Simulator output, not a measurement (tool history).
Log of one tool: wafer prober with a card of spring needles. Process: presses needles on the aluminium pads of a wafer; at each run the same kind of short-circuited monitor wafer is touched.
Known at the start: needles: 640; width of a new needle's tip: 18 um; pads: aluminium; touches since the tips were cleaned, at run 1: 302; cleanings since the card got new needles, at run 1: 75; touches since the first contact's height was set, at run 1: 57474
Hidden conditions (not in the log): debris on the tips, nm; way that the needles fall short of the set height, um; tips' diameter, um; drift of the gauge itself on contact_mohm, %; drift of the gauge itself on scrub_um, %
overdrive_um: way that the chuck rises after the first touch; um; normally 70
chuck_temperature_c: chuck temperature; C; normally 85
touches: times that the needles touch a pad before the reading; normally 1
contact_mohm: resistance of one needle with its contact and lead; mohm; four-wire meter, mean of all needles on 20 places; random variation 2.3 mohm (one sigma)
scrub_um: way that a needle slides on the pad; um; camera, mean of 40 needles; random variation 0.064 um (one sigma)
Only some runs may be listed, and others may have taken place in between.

run,hour,overdrive_um,chuck_temperature_c,touches,touches since the tips were cleaned,cleanings since the card got new needles,touches since the first contact's height was set,contact_mohm,scrub_um
1,0.0,70,85,1,302,75,57474,263,12.98
# hour 2.6: tips cleaned on abrasive film
# hour 5.8: tips cleaned on abrasive film
# hour 8.4: tips cleaned on abrasive film
# hour 11.0: tips cleaned on abrasive film
# hour 13.6: tips cleaned on abrasive film
# hour 16.9: tips cleaned on abrasive film
# hour 19.5: tips cleaned on abrasive film
# hour 22.7: tips cleaned on abrasive film
# hour 25.3: tips cleaned on abrasive film
# hour 27.9: tips cleaned on abrasive film
2,29.6,70,85,1,1221,85,77461,284,12.80
# hour 31.0: tips cleaned on abrasive film
# hour 33.6: tips cleaned on abrasive film
# hour 36.8: tips cleaned on abrasive film
# hour 40.0: tips cleaned on abrasive film
# hour 42.6: tips cleaned on abrasive film
# hour 45.9: tips cleaned on abrasive film
# hour 49.1: tips cleaned on abrasive film
# hour 51.7: tips cleaned on abrasive film
# hour 53.9: height of the first contact set anew
# hour 54.6: tips cleaned on abrasive film
# hour 57.2: tips cleaned on abrasive film
# hour 59.8: tips cleaned on abrasive film
3,61.5,70,85,1,1211,96,5140,283,13.53
# hour 62.9: tips cleaned on abrasive film
# hour 65.5: tips cleaned on abrasive film
# hour 68.1: tips cleaned on abrasive film
# hour 70.7: tips cleaned on abrasive film
# hour 73.9: tips cleaned on abrasive film
# hour 76.5: tips cleaned on abrasive film
4,78.4,71,85,1,1363,102,16541,285,13.50
# hour 79.2: tips cleaned on abrasive film
# hour 81.8: tips cleaned on abrasive film
# hour 85.0: tips cleaned on abrasive film
# hour 87.6: tips cleaned on abrasive film
# hour 90.2: tips cleaned on abrasive film
# hour 93.4: tips cleaned on abrasive film
# hour 96.0: tips cleaned on abrasive film
# hour 98.6: tips cleaned on abrasive film
# hour 101.2: tips cleaned on abrasive film
# hour 104.5: tips cleaned on abrasive film
# hour 107.1: tips cleaned on abrasive film
# hour 110.2: tips cleaned on abrasive film
5,110.2,71,85,1,0,114,37875,260,13.36
# hour 112.8: tips cleaned on abrasive film
# hour 116.0: tips cleaned on abrasive film
# hour 118.6: tips cleaned on abrasive film
# hour 121.9: tips cleaned on abrasive film
# hour 124.5: tips cleaned on abrasive film
# hour 127.1: tips cleaned on abrasive film
6,129.5,65,85,1,1693,120,50915,302,11.98
# hour 130.2: tips cleaned on abrasive film
# hour 132.8: tips cleaned on abrasive film
# hour 135.4: tips cleaned on abrasive film
# hour 138.0: tips cleaned on abrasive film
# hour 141.2: tips cleaned on abrasive film
# hour 143.8: tips cleaned on abrasive film
# hour 146.4: tips cleaned on abrasive film
# hour 149.7: tips cleaned on abrasive film
# hour 152.3: tips cleaned on abrasive film
# hour 155.5: tips cleaned on abrasive film
7,157.4,70,38,1,1334,130,69706,284,12.85
# hour 158.1: tips cleaned on abrasive film
# hour 161.3: tips cleaned on abrasive film
# hour 163.9: tips cleaned on abrasive film
# hour 167.2: tips cleaned on abrasive film
# hour 169.8: tips cleaned on abrasive film
# hour 173.0: tips cleaned on abrasive film
# hour 176.2: tips cleaned on abrasive film
# hour 178.8: tips cleaned on abrasive film
# hour 181.4: tips cleaned on abrasive film
# hour 184.0: tips cleaned on abrasive film
# hour 187.3: tips cleaned on abrasive film
8,189.0,70,85,1,1192,141,90976,291,12.68
# hour 190.3: tips cleaned on abrasive film
# hour 192.9: tips cleaned on abrasive film
# hour 193.2: height of the first contact set anew
# hour 196.4: tips cleaned on abrasive film
# hour 199.0: tips cleaned on abrasive film
# hour 201.6: tips cleaned on abrasive film
9,203.6,70,85,1,1375,146,7049,296,13.53
# hour 204.3: tips cleaned on abrasive film
# hour 206.9: tips cleaned on abrasive film
# hour 209.5: tips cleaned on abrasive film
# hour 212.8: tips cleaned on abrasive film
# hour 216.0: tips cleaned on abrasive film
# hour 219.2: tips cleaned on abrasive film
# hour 222.4: tips cleaned on abrasive film
# hour 225.7: tips cleaned on abrasive film
# hour 228.3: tips cleaned on abrasive film
10,229.9,70,85,1,1125,155,24755,291,13.39
# hour 231.2: tips cleaned on abrasive film
# hour 233.8: tips cleaned on abrasive film
# hour 236.4: tips cleaned on abrasive film
# hour 239.6: tips cleaned on abrasive film
# hour 242.9: tips cleaned on abrasive film
# hour 245.5: tips cleaned on abrasive film
# hour 248.7: tips cleaned on abrasive film
# hour 251.9: tips cleaned on abrasive film
# hour 255.1: tips cleaned on abrasive film
# hour 257.7: tips cleaned on abrasive film
# hour 260.7: tips cleaned on abrasive film
11,260.7,72,85,1,0,166,45541,267,13.37
# hour 263.3: tips cleaned on abrasive film
# hour 265.9: tips cleaned on abrasive film
# hour 269.2: tips cleaned on abrasive film
# hour 272.4: tips cleaned on abrasive film
# hour 275.0: tips cleaned on abrasive film
# hour 277.6: tips cleaned on abrasive film
# hour 280.8: tips cleaned on abrasive film
# hour 283.4: tips cleaned on abrasive film
# hour 286.6: tips cleaned on abrasive film
12,287.1,68,67,3,299,175,63296,261,12.58

Run 13 is up next; what results do you expect?
# hour 289.7: tips cleaned on abrasive film
# hour 292.3: tips cleaned on abrasive film
# hour 294.9: tips cleaned on abrasive film
# hour 298.1: tips cleaned on abrasive film
# hour 301.3: tips cleaned on abrasive film
# hour 304.5: tips cleaned on abrasive film
# hour 307.8: tips cleaned on abrasive film
# hour 311.0: tips cleaned on abrasive film
# hour 314.2: tips cleaned on abrasive film
# hour 316.8: tips cleaned on abrasive film
13,318.2,71,85,2,932,185,84303,?,?

For run 13 the tool returned contact_mohm 278 mohm, scrub_um 12.88 um.
The same run, on a tool lacking any hidden state, would have yielded contact_mohm 257 mohm, scrub_um 13.70 um.
